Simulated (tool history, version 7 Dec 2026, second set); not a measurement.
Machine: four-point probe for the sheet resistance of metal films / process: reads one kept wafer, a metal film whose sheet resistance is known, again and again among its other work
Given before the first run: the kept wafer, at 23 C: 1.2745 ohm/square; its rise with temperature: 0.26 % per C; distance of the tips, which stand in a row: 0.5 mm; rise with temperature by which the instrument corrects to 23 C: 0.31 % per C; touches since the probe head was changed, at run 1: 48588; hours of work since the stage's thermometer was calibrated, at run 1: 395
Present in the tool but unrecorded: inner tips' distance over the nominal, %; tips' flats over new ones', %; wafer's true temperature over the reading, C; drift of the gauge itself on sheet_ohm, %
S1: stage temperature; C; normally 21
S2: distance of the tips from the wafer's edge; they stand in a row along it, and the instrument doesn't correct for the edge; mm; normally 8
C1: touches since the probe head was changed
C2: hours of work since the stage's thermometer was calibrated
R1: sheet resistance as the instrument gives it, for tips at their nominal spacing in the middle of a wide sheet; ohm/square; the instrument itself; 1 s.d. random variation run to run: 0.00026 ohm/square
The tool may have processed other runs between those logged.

run	hour	S1	S2	C1	C2	R1
1	0	21	8	48588	395	1.279199
2	10.8	21	33	49227	403	1.276447
3	27	21	48	50192	414	1.276531
4	45.7	21	8	51307	427	1.27868
5	59.6	21	8	52133	437	1.278614
6	77.9	21	8	53216	450	1.278892
7	96.3	21	36	54314	463	1.276113
8	119.5	21	8	55689	480	1.27869
9	137	21	8	56729	492	1.278605
10	152.9	21	9	57676	503	1.277692
11	171.7	21	8	58795	517	1.278416
12	189.9	31	8	59878	530	1.271491
13	212.8	21	8	61233	546	1.278311
14	237.3	21	8	62694	563	1.277491
# hour 239.1: stage's thermometer calibrated
15	248.4	29	19	63324	7	1.269866
16	267.2	29	19	64439	20	1.270285
17	279.7	29	19	65184	29	1.270001
18	291.4	25	19	65875	37	1.272848
# hour 310.9: stage's thermometer calibrated, once more
19	310.9	25	19	67006	0	1.272901
20	323.1	25	19	67731	9	1.272898
21	347.2	25	16	69167	26	1.272859
22	367.6	34	8	70375	40	1.269333
23	382.5	34	8	71262	51	1.26889
24	396.6	31	13	72101	61	1.268975
25	412.5	31	13	73046	72	1.26931

5 ways to go on from here, each from the tool as it stands after run 25. What would each give?
A	426.1	35	33	73856	82	?
B	426.1	23	7	73856	82	?
C	426.1	28	39	73856	82	?
D	426.1	20	42	73856	82	?
E	426.1	31	3	73856	82	?

run	R1
A	1.265472
B	1.276862
C	1.270048
D	1.275796
E	1.286645
Without the tool's hidden state the same runs would have given:
run	R1
A	1.266418
B	1.277821
C	1.271001
D	1.276756
E	1.287608

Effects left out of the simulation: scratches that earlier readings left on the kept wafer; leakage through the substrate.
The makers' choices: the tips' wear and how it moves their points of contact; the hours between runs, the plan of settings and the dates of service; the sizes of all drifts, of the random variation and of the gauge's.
